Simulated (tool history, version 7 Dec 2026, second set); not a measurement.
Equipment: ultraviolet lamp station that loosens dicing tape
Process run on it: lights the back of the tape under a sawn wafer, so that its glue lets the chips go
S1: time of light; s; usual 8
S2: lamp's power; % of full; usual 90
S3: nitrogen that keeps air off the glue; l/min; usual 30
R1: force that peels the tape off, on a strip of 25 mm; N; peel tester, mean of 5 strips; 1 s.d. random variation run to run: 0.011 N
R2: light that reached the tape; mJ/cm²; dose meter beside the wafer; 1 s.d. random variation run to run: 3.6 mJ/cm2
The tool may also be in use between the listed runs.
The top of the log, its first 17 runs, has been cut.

| run | hour | S1 | S2 | S3 | R1 | R2 |
|---|---|---|---|---|---|---|
| 18 | 102.6 | 8 | 72 | 14 | 1.238 | 476 |
| 19 | 108.7 | 8 | 72 | 14 | 1.221 | 475 |
| 20 | 113.0 | 8 | 67 | 14 | 1.446 | 446 |
| 21 | 117.1 | 8 | 96 | 30 | 0.415 | 642 |
| 22 | 126.0 | 8 | 96 | 30 | 0.413 | 631 |
| 23 | 131.2 | 8 | 96 | 30 | 0.423 | 644 |
| 24 | 137.8 | 11 | 73 | 11 | 0.770 | 661 |
| 25 | 146.3 | 11 | 73 | 11 | 0.784 | 667 |
| 26 | 152.8 | 11 | 73 | 11 | 0.798 | 662 |
| 27 | 158.9 | 12 | 95 | 11 | 0.342 | 938 |
| 28 | 164.4 | 11 | 90 | 30 | 0.203 | 809 |
| 29 | 172.6 | 8 | 64 | 40 | 0.901 | 425 |
| 30 | 177.6 | 8 | 64 | 40 | 0.871 | 417 |
| 31 | 181.7 | 13 | 64 | 47 | 0.233 | 685 |
| 32 | 190.5 | 13 | 64 | 47 | 0.260 | 690 |
| 33 | 198.8 | 9 | 91 | 15 | 0.584 | 674 |
|  | 205.3 | gauge calibrated |
| 34 | 206.8 | 6 | 63 | 30 | 1.630 | 322 |
| 35 | 214.7 | 6 | 63 | 30 | 1.685 | 318 |
| 36 | 221.7 | 8 | 79 | 20 | 0.836 | 536 |
| 37 | 227.5 | 8 | 90 | 15 | 0.787 | 605 |
| 38 | 233.3 | 5 | 90 | 30 | 1.295 | 378 |
| 39 | 238.6 | 5 | 90 | 30 | 1.280 | 383 |
| 40 | 243.9 | 9 | 90 | 14 | 0.670 | 680 |
| 41 | 252.7 | 9 | 90 | 14 | 0.636 | 683 |
| 42 | 257.0 | 9 | 90 | 14 | 0.638 | 678 |

Predict each of these 5 candidate next runs independently; none follows another, all start after run 42:
| A | 261.7 | 9 | 93 | 13 | ? | ? |
| B | 261.7 | 12 | 67 | 35 | ? | ? |
| C | 261.7 | 7 | 76 | 55 | ? | ? |
| D | 261.7 | 10 | 76 | 16 | ? | ? |
| E | 261.7 | 5 | 69 | 12 | ? | ? |

| run | R1 | R2 |
|---|---|---|
| A | 0.637 | 698 |
| B | 0.336 | 670 |
| C | 0.681 | 451 |
| D | 0.680 | 647 |
| E | 2.650 | 291 |
Without the tool's hidden state the same runs would have given:
| run | R1 | R2 |
|---|---|---|
| A | 0.635 | 705 |
| B | 0.335 | 677 |
| C | 0.679 | 456 |
| D | 0.678 | 653 |
| E | 2.646 | 294 |
